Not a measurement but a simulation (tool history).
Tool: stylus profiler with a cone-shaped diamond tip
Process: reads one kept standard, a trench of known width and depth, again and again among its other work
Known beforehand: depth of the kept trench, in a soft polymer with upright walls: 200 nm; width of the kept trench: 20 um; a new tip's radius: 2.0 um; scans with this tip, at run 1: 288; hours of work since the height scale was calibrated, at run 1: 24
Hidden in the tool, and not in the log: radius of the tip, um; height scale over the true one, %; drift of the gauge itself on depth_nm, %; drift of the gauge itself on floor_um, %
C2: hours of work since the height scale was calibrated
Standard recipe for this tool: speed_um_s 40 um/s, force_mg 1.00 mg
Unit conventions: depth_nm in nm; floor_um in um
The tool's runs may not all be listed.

{"run": 1, "hour": 0.0, "speed_um_s": 40, "force_mg": 1.0, "scans with this tip": 288, "C2": 24, "depth_nm": 200.56, "floor_um": 17.96}
{"run": 2, "hour": 13.1, "speed_um_s": 26, "force_mg": 1.0, "scans with this tip": 370, "C2": 31, "depth_nm": 200.58, "floor_um": 18.09}
{"run": 3, "hour": 32.3, "speed_um_s": 26, "force_mg": 1.0, "scans with this tip": 490, "C2": 41, "depth_nm": 200.6, "floor_um": 18.0}
{"run": 4, "hour": 48.4, "speed_um_s": 26, "force_mg": 1.0, "scans with this tip": 590, "C2": 50, "depth_nm": 200.57, "floor_um": 18.06}
{"run": 5, "hour": 68.9, "speed_um_s": 26, "force_mg": 1.0, "scans with this tip": 719, "C2": 61, "depth_nm": 200.59, "floor_um": 17.94}
{"run": 6, "hour": 87.6, "speed_um_s": 48, "force_mg": 1.0, "scans with this tip": 835, "C2": 70, "depth_nm": 200.61, "floor_um": 17.83}
{"run": 7, "hour": 107.1, "speed_um_s": 91, "force_mg": 1.0, "scans with this tip": 957, "C2": 81, "depth_nm": 200.55, "floor_um": 17.62}
{"run": 8, "hour": 118.8, "speed_um_s": 40, "force_mg": 1.2, "scans with this tip": 1030, "C2": 87, "depth_nm": 200.7, "floor_um": 17.85}
{"run": 9, "hour": 135.4, "speed_um_s": 40, "force_mg": 1.0, "scans with this tip": 1134, "C2": 96, "depth_nm": 200.62, "floor_um": 17.9}
{"run": 10, "hour": 145.1, "speed_um_s": 40, "force_mg": 1.0, "scans with this tip": 1194, "C2": 101, "depth_nm": 200.63, "floor_um": 17.85}
{"hour": 146.8, "done": "height scale calibrated on a step standard"}
{"run": 11, "hour": 161.5, "speed_um_s": 40, "force_mg": 1.0, "scans with this tip": 1293, "C2": 8, "depth_nm": 200.7, "floor_um": 17.86}
{"run": 12, "hour": 179.9, "speed_um_s": 40, "force_mg": 1.0, "scans with this tip": 1408, "C2": 17, "depth_nm": 200.67, "floor_um": 17.81}
{"run": 13, "hour": 189.2, "speed_um_s": 157, "force_mg": 1.31, "scans with this tip": 1466, "C2": 22, "depth_nm": 200.78, "floor_um": 17.23}
{"hour": 190.7, "done": "height scale calibrated on a step standard, once more"}
{"run": 14, "hour": 200.6, "speed_um_s": 157, "force_mg": 1.31, "scans with this tip": 1534, "C2": 5, "depth_nm": 200.67, "floor_um": 17.19}

Run 15 comes next. What will it give?
{"run": 15, "hour": 221.7, "speed_um_s": 157, "force_mg": 1.31, "scans with this tip": 1666, "C2": 16, "depth_nm": "?", "floor_um": "?"}

Logged for run 15: depth_nm 200.66 nm, floor_um 17.21 um.
Had the tool carried no hidden state, the very same run would have given depth_nm 200.66 nm, floor_um 17.39 um.

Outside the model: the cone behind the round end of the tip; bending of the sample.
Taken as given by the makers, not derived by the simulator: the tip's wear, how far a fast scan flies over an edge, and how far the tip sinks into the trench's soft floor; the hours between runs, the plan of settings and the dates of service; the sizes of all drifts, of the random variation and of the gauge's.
